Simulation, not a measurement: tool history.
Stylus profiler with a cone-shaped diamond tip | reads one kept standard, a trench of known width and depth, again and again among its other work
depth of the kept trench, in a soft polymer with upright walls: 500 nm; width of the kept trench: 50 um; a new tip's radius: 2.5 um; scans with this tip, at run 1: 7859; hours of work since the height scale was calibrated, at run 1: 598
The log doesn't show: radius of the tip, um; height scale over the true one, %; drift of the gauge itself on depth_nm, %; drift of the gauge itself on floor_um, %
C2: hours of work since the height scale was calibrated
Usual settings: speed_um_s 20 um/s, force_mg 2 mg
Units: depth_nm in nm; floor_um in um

Run 1, hour 0: usual settings; scans with this tip 7859; C2 598. Result: depth_nm 504.61 nm, floor_um 46.29 um.
Run 2, hour 53.5: usual settings but speed_um_s 23 um/s; scans with this tip 8044; C2 634. Result: depth_nm 504.19 nm, floor_um 46.3 um.
Run 3, hour 93.5: usual settings but speed_um_s 16 um/s; scans with this tip 8182; C2 661. Result: depth_nm 504.07 nm, floor_um 46.27 um.
Run 4, hour 147.7: usual settings but speed_um_s 16 um/s; scans with this tip 8369; C2 698. Result: depth_nm 504.24 nm, floor_um 46.28 um.
Run 5, hour 194.7: usual settings but speed_um_s 16 um/s; scans with this tip 8532; C2 729. Result: depth_nm 504.1 nm, floor_um 46.25 um.
Run 6, hour 224.1: usual settings but force_mg 4.77 mg; scans with this tip 8634; C2 749. Result: depth_nm 507.62 nm, floor_um 46.24 um.
Run 7, hour 271.9: usual settings but speed_um_s 37 um/s; scans with this tip 8799; C2 781. Result: depth_nm 503.92 nm, floor_um 46.07 um.
Run 8, hour 314.9: usual settings but speed_um_s 60 um/s; scans with this tip 8948; C2 810. Result: depth_nm 503.77 nm, floor_um 45.96 um.
Run 9, hour 355.9: usual settings but speed_um_s 60 um/s; scans with this tip 9089; C2 838. Result: depth_nm 503.71 nm, floor_um 45.87 um.
Run 10, hour 384.6: usual settings but speed_um_s 9 um/s; scans with this tip 9188; C2 857. Result: depth_nm 503.64 nm, floor_um 46.17 um.
Run 11, hour 444.4: usual settings but force_mg 2.85 mg; scans with this tip 9395; C2 897. Result: depth_nm 504.69 nm, floor_um 46.14 um.
At hour 456.6: height scale calibrated on a step standard.
Run 12, hour 471.6: usual settings but speed_um_s 27 um/s, force_mg 2.85 mg; scans with this tip 9488; C2 10. Result: depth_nm 506.37 nm, floor_um 46.12 um.
Run 13, hour 507.5: usual settings but speed_um_s 9 um/s; scans with this tip 9612; C2 34. Result: depth_nm 504.66 nm, floor_um 46.15 um.
Run 14, hour 544.2: usual settings; scans with this tip 9738; C2 59. Result: depth_nm 505.03 nm, floor_um 46.1 um.
Run 15, hour 577.5: usual settings; scans with this tip 9853; C2 81. Result: depth_nm 504.76 nm, floor_um 46.1 um.
Run 16, hour 619: usual settings but speed_um_s 57 um/s; scans with this tip 9997; C2 109. Result: depth_nm 504.82 nm, floor_um 45.87 um.
Run 17, hour 661.5: usual settings but speed_um_s 28 um/s; scans with this tip 10144; C2 138. Result: depth_nm 504.77 nm, floor_um 46.08 um.
Run 18, hour 706.3: usual settings but speed_um_s 28 um/s; scans with this tip 10299; C2 168. Result: depth_nm 504.58 nm, floor_um 46 um.
Run 19, hour 756.4: usual settings but speed_um_s 12 um/s; scans with this tip 10472; C2 202. Result: depth_nm 504.48 nm, floor_um 46.07 um.
Run 20, hour 809.7: usual settings but speed_um_s 12 um/s; scans with this tip 10656; C2 238. Result: depth_nm 504.61 nm, floor_um 46.04 um.
Run 21, hour 837.2: usual settings but speed_um_s 12 um/s; scans with this tip 10751; C2 256. Result: depth_nm 504.64 nm, floor_um 46.09 um.
Run 22, hour 898.2: usual settings but speed_um_s 13 um/s, force_mg 0.73 mg; scans with this tip 10962; C2 297. Result: depth_nm 501.82 nm, floor_um 46.11 um.
Run 23, hour 924: usual settings but speed_um_s 10 um/s, force_mg 4.06 mg; scans with this tip 11051; C2 315. Result: depth_nm 507.51 nm, floor_um 46.1 um.
Run 24, hour 986.2: usual settings but speed_um_s 17 um/s, force_mg 4.34 mg; scans with this tip 11266; C2 357. Result: depth_nm 507.87 nm, floor_um 46.04 um.
Run 25, hour 1030: usual settings but speed_um_s 25 um/s, force_mg 0.9 mg; scans with this tip 11418; C2 386. Result: depth_nm 502.3 nm, floor_um 45.92 um.
Run 26, hour 1065.4: usual settings but speed_um_s 13 um/s, force_mg 2.54 mg; scans with this tip 11540; C2 410. Result: depth_nm 505.25 nm, floor_um 46 um.
Run 27, hour 1114.7: usual settings but speed_um_s 13 um/s, force_mg 4.3 mg; scans with this tip 11711; C2 443. Result: depth_nm 507.46 nm, floor_um 46.03 um.
Run 28, hour 1158.1: usual settings but speed_um_s 9 um/s, force_mg 3.17 mg; scans with this tip 11861; C2 472. Result: depth_nm 505.85 nm, floor_um 46.05 um.
Run 29, hour 1194.1: usual settings but speed_um_s 9 um/s, force_mg 3.17 mg; scans with this tip 11985; C2 496. Result: depth_nm 506.24 nm, floor_um 46.01 um.
Run 30, hour 1231.6: usual settings but speed_um_s 9 um/s, force_mg 3.17 mg; scans with this tip 12115; C2 522. Result: depth_nm 505.86 nm, floor_um 45.95 um.
Run 31, hour 1267.5: usual settings but speed_um_s 80 um/s, force_mg 3.05 mg; scans with this tip 12239; C2 546. Result: depth_nm 505.82 nm, floor_um 45.62 um.
Run 32, hour 1306.8: usual settings but speed_um_s 25 um/s, force_mg 5.26 mg; scans with this tip 12374; C2 572. Result: depth_nm 508.71 nm, floor_um 45.95 um.
Run 33, hour 1357.3: usual settings but speed_um_s 25 um/s, force_mg 5.26 mg; scans with this tip 12549; C2 606. Result: depth_nm 508.77 nm, floor_um 45.95 um.
Run 34, hour 1390.7: usual settings but speed_um_s 8 um/s, force_mg 1.1 mg; scans with this tip 12665; C2 629. Result: depth_nm 502.45 nm, floor_um 45.95 um.
Run 35, hour 1442.4: usual settings but speed_um_s 7 um/s, force_mg 2.18 mg; scans with this tip 12843; C2 664. Result: depth_nm 504.15 nm, floor_um 45.9 um.
Run 36, hour 1485.9: usual settings but speed_um_s 12 um/s, force_mg 3.53 mg; scans with this tip 12993; C2 693. Result: depth_nm 506.25 nm, floor_um 45.98 um.
Run 37, hour 1535.2: usual settings but speed_um_s 12 um/s, force_mg 3.53 mg; scans with this tip 13164; C2 726. Result: depth_nm 506.43 nm, floor_um 45.96 um.
Run 38, hour 1562.1: usual settings but force_mg 4.17 mg; scans with this tip 13257; C2 744. Result: depth_nm 507.34 nm, floor_um 45.9 um.
Run 39, hour 1602.7: usual settings but speed_um_s 33 um/s, force_mg 5.04 mg; scans with this tip 13397; C2 771. Result: depth_nm 508.04 nm, floor_um 45.81 um.
Run 40, hour 1659.2: usual settings but speed_um_s 18 um/s, force_mg 1.4 mg; scans with this tip 13593; C2 809. Result: depth_nm 502.69 nm, floor_um 45.83 um.
Run 41, hour 1711.6: usual settings but speed_um_s 5 um/s, force_mg 0.97 mg; scans with this tip 13774; C2 845. Result: depth_nm 501.7 nm, floor_um 45.93 um.
Run 42, hour 1759.2: usual settings but speed_um_s 5 um/s, force_mg 0.97 mg; scans with this tip 13938; C2 877. Result: depth_nm 501.9 nm, floor_um 45.88 um.

How the hidden state differs across the entries between the runs, from the last listed run before each to the first after it:
Between runs 11 and 12: height scale calibrated on a step standard (hour 456.6)
  radius of the tip, um: 3.77 -> 3.78; height scale over the true one, %: -0.251 -> -0.003
  measured less the result without the state, depth_nm: -1.27 -> -0.02 nm; floor_um: -0.75 -> -0.75 um
